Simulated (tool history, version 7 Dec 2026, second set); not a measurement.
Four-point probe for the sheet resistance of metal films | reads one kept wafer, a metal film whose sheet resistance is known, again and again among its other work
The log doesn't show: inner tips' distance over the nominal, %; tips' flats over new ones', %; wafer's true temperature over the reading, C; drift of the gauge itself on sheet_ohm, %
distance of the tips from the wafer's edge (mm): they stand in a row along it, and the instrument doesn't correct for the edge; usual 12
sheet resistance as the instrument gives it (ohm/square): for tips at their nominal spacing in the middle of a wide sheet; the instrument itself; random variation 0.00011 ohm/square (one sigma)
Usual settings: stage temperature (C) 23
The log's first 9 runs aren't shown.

run,hour,stage temperature (C),distance of the tips from the wafer's edge (mm),touches since the probe head was changed,hours of work since the stage's thermometer was calibrated,sheet resistance as the instrument gives it (ohm/square)
10,192.9,18,12,7310,817,0.536802
11,217.2,23,12,8593,832,0.536740
12,238.2,23,12,9698,846,0.536669
13,255.6,23,12,10621,857,0.536629
14,272.0,23,12,11483,867,0.536891
15,298.0,23,19,12858,884,0.535990
16,316.4,23,19,13828,895,0.536170
17,342.5,27,23,15209,912,0.536002
18,359.7,27,23,16115,923,0.535856
19,386.5,26,42,17531,940,0.535721
20,417.1,23,25,19146,959,0.535911

The next listed run, before its measurement:
21,441.5,23,25,20435,975,?

{"run 21": {"sheet resistance as the instrument gives it (ohm/square)": 0.535991}}
Without the tool's hidden state the same run would have given sheet resistance as the instrument gives it (ohm/square) 0.535934.
